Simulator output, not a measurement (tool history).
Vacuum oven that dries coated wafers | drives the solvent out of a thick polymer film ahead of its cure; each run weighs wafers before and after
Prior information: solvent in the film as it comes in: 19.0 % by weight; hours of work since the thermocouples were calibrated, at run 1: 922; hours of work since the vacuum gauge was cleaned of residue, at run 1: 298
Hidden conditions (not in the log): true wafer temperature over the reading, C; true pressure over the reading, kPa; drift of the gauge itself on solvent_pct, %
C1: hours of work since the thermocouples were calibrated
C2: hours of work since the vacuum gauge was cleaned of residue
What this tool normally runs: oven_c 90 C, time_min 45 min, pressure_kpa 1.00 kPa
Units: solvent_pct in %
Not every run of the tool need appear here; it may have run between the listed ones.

{"run": 1, "hour": 0.0, "oven_c": 90, "time_min": 45, "pressure_kpa": 1.0, "C1": 922, "C2": 298, "solvent_pct": 3.06}
{"run": 2, "hour": 51.0, "oven_c": 90, "time_min": 45, "pressure_kpa": 1.0, "C1": 948, "C2": 323, "solvent_pct": 3.16}
{"run": 3, "hour": 131.7, "oven_c": 90, "time_min": 45, "pressure_kpa": 1.0, "C1": 989, "C2": 364, "solvent_pct": 3.18}
{"run": 4, "hour": 193.6, "oven_c": 97, "time_min": 45, "pressure_kpa": 1.0, "C1": 1020, "C2": 396, "solvent_pct": 1.34}
{"run": 5, "hour": 261.4, "oven_c": 90, "time_min": 40, "pressure_kpa": 1.0, "C1": 1055, "C2": 430, "solvent_pct": 3.78}
{"run": 6, "hour": 313.7, "oven_c": 90, "time_min": 45, "pressure_kpa": 1.0, "C1": 1081, "C2": 456, "solvent_pct": 3.36}
{"hour": 350.4, "done": "oven's thermocouples calibrated"}
{"run": 7, "hour": 377.0, "oven_c": 90, "time_min": 45, "pressure_kpa": 1.0, "C1": 13, "C2": 487, "solvent_pct": 2.49}
{"run": 8, "hour": 424.3, "oven_c": 90, "time_min": 45, "pressure_kpa": 1.0, "C1": 37, "C2": 511, "solvent_pct": 2.5}
{"run": 9, "hour": 518.1, "oven_c": 90, "time_min": 45, "pressure_kpa": 1.0, "C1": 85, "C2": 559, "solvent_pct": 2.57}
{"run": 10, "hour": 617.0, "oven_c": 90, "time_min": 45, "pressure_kpa": 1.0, "C1": 135, "C2": 609, "solvent_pct": 2.69}
{"run": 11, "hour": 678.3, "oven_c": 90, "time_min": 45, "pressure_kpa": 1.0, "C1": 166, "C2": 640, "solvent_pct": 2.59}
{"run": 12, "hour": 753.2, "oven_c": 90, "time_min": 45, "pressure_kpa": 1.97, "C1": 204, "C2": 678, "solvent_pct": 3.22}
{"run": 13, "hour": 835.1, "oven_c": 90, "time_min": 45, "pressure_kpa": 2.22, "C1": 245, "C2": 719, "solvent_pct": 3.5}
{"run": 14, "hour": 899.0, "oven_c": 90, "time_min": 45, "pressure_kpa": 1.0, "C1": 278, "C2": 752, "solvent_pct": 2.71}
{"run": 15, "hour": 971.0, "oven_c": 90, "time_min": 45, "pressure_kpa": 1.0, "C1": 314, "C2": 788, "solvent_pct": 2.76}
{"run": 16, "hour": 1060.5, "oven_c": 80, "time_min": 45, "pressure_kpa": 1.0, "C1": 359, "C2": 833, "solvent_pct": 6.94}
{"run": 17, "hour": 1129.9, "oven_c": 80, "time_min": 45, "pressure_kpa": 1.0, "C1": 394, "C2": 868, "solvent_pct": 6.83}
{"run": 18, "hour": 1223.0, "oven_c": 80, "time_min": 45, "pressure_kpa": 1.0, "C1": 442, "C2": 916, "solvent_pct": 6.83}
{"run": 19, "hour": 1286.5, "oven_c": 80, "time_min": 45, "pressure_kpa": 1.0, "C1": 474, "C2": 948, "solvent_pct": 6.85}
{"run": 20, "hour": 1371.3, "oven_c": 90, "time_min": 45, "pressure_kpa": 1.0, "C1": 517, "C2": 991, "solvent_pct": 3.04}
{"run": 21, "hour": 1458.8, "oven_c": 90, "time_min": 45, "pressure_kpa": 1.0, "C1": 561, "C2": 1035, "solvent_pct": 3.04}
{"run": 22, "hour": 1549.3, "oven_c": 100, "time_min": 44, "pressure_kpa": 1.0, "C1": 607, "C2": 1081, "solvent_pct": 0.91}
{"run": 23, "hour": 1638.0, "oven_c": 100, "time_min": 31, "pressure_kpa": 1.0, "C1": 652, "C2": 1126, "solvent_pct": 1.67}
{"run": 24, "hour": 1736.3, "oven_c": 100, "time_min": 31, "pressure_kpa": 1.0, "C1": 701, "C2": 1175, "solvent_pct": 1.66}
{"run": 25, "hour": 1786.7, "oven_c": 100, "time_min": 31, "pressure_kpa": 1.0, "C1": 727, "C2": 1201, "solvent_pct": 1.72}
{"run": 26, "hour": 1884.2, "oven_c": 100, "time_min": 31, "pressure_kpa": 1.0, "C1": 776, "C2": 1250, "solvent_pct": 1.75}
{"run": 27, "hour": 1973.9, "oven_c": 100, "time_min": 31, "pressure_kpa": 1.0, "C1": 822, "C2": 1296, "solvent_pct": 1.73}
{"run": 28, "hour": 2018.2, "oven_c": 100, "time_min": 31, "pressure_kpa": 1.0, "C1": 844, "C2": 1318, "solvent_pct": 1.68}
{"run": 29, "hour": 2067.7, "oven_c": 97, "time_min": 33, "pressure_kpa": 0.76, "C1": 869, "C2": 1343, "solvent_pct": 2.27}
{"run": 30, "hour": 2138.5, "oven_c": 97, "time_min": 33, "pressure_kpa": 0.76, "C1": 905, "C2": 1379, "solvent_pct": 2.18}
{"run": 31, "hour": 2216.8, "oven_c": 90, "time_min": 23, "pressure_kpa": 1.0, "C1": 945, "C2": 1419, "solvent_pct": 6.6}
{"run": 32, "hour": 2280.9, "oven_c": 90, "time_min": 23, "pressure_kpa": 1.0, "C1": 977, "C2": 1451, "solvent_pct": 6.82}
{"run": 33, "hour": 2378.4, "oven_c": 90, "time_min": 23, "pressure_kpa": 1.0, "C1": 1026, "C2": 1500, "solvent_pct": 6.84}
{"run": 34, "hour": 2477.3, "oven_c": 104, "time_min": 44, "pressure_kpa": 1.2, "C1": 1076, "C2": 1550, "solvent_pct": 0.81}
{"hour": 2525.8, "done": "oven's thermocouples calibrated"}
{"run": 35, "hour": 2569.6, "oven_c": 104, "time_min": 44, "pressure_kpa": 1.2, "C1": 22, "C2": 1596, "solvent_pct": 0.79}
{"run": 36, "hour": 2636.3, "oven_c": 104, "time_min": 44, "pressure_kpa": 1.2, "C1": 56, "C2": 1630, "solvent_pct": 0.78}
{"run": 37, "hour": 2701.0, "oven_c": 95, "time_min": 24, "pressure_kpa": 3.21, "C1": 89, "C2": 1663, "solvent_pct": 4.67}
{"run": 38, "hour": 2773.9, "oven_c": 105, "time_min": 44, "pressure_kpa": 0.83, "C1": 126, "C2": 1699, "solvent_pct": 0.62}
{"run": 39, "hour": 2849.3, "oven_c": 104, "time_min": 59, "pressure_kpa": 0.61, "C1": 164, "C2": 1738, "solvent_pct": 0.41}
{"run": 40, "hour": 2937.6, "oven_c": 104, "time_min": 59, "pressure_kpa": 0.61, "C1": 208, "C2": 1782, "solvent_pct": 0.49}
{"run": 41, "hour": 2993.0, "oven_c": 104, "time_min": 59, "pressure_kpa": 0.56, "C1": 236, "C2": 1810, "solvent_pct": 0.56}
{"run": 42, "hour": 3060.0, "oven_c": 104, "time_min": 59, "pressure_kpa": 0.56, "C1": 270, "C2": 1844, "solvent_pct": 0.48}

Some steps in solvent_pct, run to run, broken into two amounts with sign: the step expected even without the hidden condition (settings, incoming material, random variation), and the rest, left for the hidden condition together with whatever gauge scatter is not in both the measured and the hidden-condition-free result:
Run 4 -> 5: oven_c 97 -> 90, time_min 45 -> 40. solvent_pct +2.44 %: hidden state +0.49, all else +1.95.
Run 6 -> 7: oven's thermocouples calibrated. solvent_pct -0.87 %: hidden state -0.75, all else -0.12.
Run 15 -> 16: oven_c 90 -> 80. solvent_pct +4.18 %: hidden state +0.18, all else +4.00.
Run 30 -> 31: oven_c 97 -> 90, time_min 33 -> 23, pressure_kpa 0.76 -> 1.00. solvent_pct +4.42 %: hidden state +0.35, all else +4.07.
Run 33 -> 34: oven_c 90 -> 104, time_min 23 -> 44, pressure_kpa 1.00 -> 1.20. solvent_pct -6.03 %: hidden state -0.82, all else -5.21.

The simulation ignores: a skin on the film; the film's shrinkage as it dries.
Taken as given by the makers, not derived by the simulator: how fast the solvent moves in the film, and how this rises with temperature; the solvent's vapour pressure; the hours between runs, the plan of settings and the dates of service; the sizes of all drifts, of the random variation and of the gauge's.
